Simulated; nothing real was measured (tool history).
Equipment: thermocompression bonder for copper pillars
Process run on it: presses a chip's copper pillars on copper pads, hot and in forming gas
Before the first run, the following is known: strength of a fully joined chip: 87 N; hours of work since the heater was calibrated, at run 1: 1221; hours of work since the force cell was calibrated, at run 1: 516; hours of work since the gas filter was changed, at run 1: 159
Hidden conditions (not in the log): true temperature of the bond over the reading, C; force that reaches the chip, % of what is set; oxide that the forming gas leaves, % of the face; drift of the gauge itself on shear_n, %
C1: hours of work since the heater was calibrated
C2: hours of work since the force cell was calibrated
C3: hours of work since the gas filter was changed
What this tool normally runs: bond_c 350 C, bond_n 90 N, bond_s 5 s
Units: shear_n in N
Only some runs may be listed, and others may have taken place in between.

run 1 hour=0.0 | bond_c=350 bond_n=90 bond_s=5 | C1=1221 C2=516 C3=159 | shear_n=41.8
run 2 hour=30.6 | bond_c=350 bond_n=90 bond_s=5 | C1=1245 C2=540 C3=183 | shear_n=41.3
run 3 hour=69.2 | bond_c=358 bond_n=90 bond_s=5 | C1=1276 C2=571 C3=214 | shear_n=44.9
run 4 hour=92.8 | bond_c=358 bond_n=90 bond_s=5 | C1=1295 C2=590 C3=233 | shear_n=44.4
run 5 hour=129.3 | bond_c=332 bond_n=90 bond_s=5 | C1=1324 C2=619 C3=262 | shear_n=32.1
run 6 hour=158.3 | bond_c=350 bond_n=132 bond_s=5 | C1=1347 C2=642 C3=285 | shear_n=54.6
run 7 hour=185.8 | bond_c=350 bond_n=132 bond_s=5 | C1=1369 C2=664 C3=307 | shear_n=54.8
-- hour=206.2 forming gas filter changed
run 8 hour=218.7 | bond_c=335 bond_n=90 bond_s=5 | C1=1395 C2=690 C3=10 | shear_n=34.7
run 9 hour=248.6 | bond_c=335 bond_n=90 bond_s=5 | C1=1419 C2=714 C3=34 | shear_n=33.7
-- hour=257.6 heater calibrated with a thermocouple chip
run 10 hour=277.4 | bond_c=335 bond_n=90 bond_s=5 | C1=16 C2=735 C3=55 | shear_n=38.1
run 11 hour=319.8 | bond_c=335 bond_n=90 bond_s=5 | C1=50 C2=769 C3=89 | shear_n=37.5
run 12 hour=358.3 | bond_c=335 bond_n=90 bond_s=5 | C1=80 C2=800 C3=120 | shear_n=37.0
run 13 hour=399.7 | bond_c=335 bond_n=97 bond_s=5 | C1=114 C2=833 C3=153 | shear_n=39.3
-- hour=404.7 force cell calibrated
run 14 hour=425.1 | bond_c=338 bond_n=82 bond_s=11 | C1=133 C2=16 C3=172 | shear_n=45.7
run 15 hour=471.1 | bond_c=338 bond_n=82 bond_s=11 | C1=169 C2=53 C3=209 | shear_n=44.7
run 16 hour=491.0 | bond_c=337 bond_n=86 bond_s=8 | C1=185 C2=69 C3=225 | shear_n=41.1
run 17 hour=532.6 | bond_c=337 bond_n=61 bond_s=4 | C1=218 C2=102 C3=258 | shear_n=21.8
-- hour=559.3 force cell calibrated, once more
run 18 hour=575.1 | bond_c=335 bond_n=90 bond_s=5 | C1=251 C2=13 C3=291 | shear_n=36.5
run 19 hour=605.0 | bond_c=335 bond_n=90 bond_s=5 | C1=275 C2=37 C3=315 | shear_n=36.6
-- hour=614.7 forming gas filter changed
run 20 hour=625.5 | bond_c=371 bond_n=90 bond_s=4 | C1=291 C2=52 C3=9 | shear_n=52.5

5 ways to go on from here, each from the tool as it stands after run 20. What would each give?
run A hour=659.1 | bond_c=328 bond_n=90 bond_s=8 | C1=318 C2=79 C3=36 | shear_n=?
run B hour=659.1 | bond_c=371 bond_n=90 bond_s=3 | C1=318 C2=79 C3=36 | shear_n=?
run C hour=659.1 | bond_c=352 bond_n=60 bond_s=14 | C1=318 C2=79 C3=36 | shear_n=?
run D hour=659.1 | bond_c=325 bond_n=90 bond_s=13 | C1=318 C2=79 C3=36 | shear_n=?
run E hour=659.1 | bond_c=331 bond_n=69 bond_s=7 | C1=318 C2=79 C3=36 | shear_n=?

run=A shear_n=41.2
run=B shear_n=47.9
run=C shear_n=45.3
run=D shear_n=47.2
run=E shear_n=31.4
Take away the tool's hidden state, keep each run's random variation, and the runs would have read:
run=A shear_n=42.4
run=B shear_n=49.1
run=C shear_n=46.6
run=D shear_n=48.6
run=E shear_n=32.4

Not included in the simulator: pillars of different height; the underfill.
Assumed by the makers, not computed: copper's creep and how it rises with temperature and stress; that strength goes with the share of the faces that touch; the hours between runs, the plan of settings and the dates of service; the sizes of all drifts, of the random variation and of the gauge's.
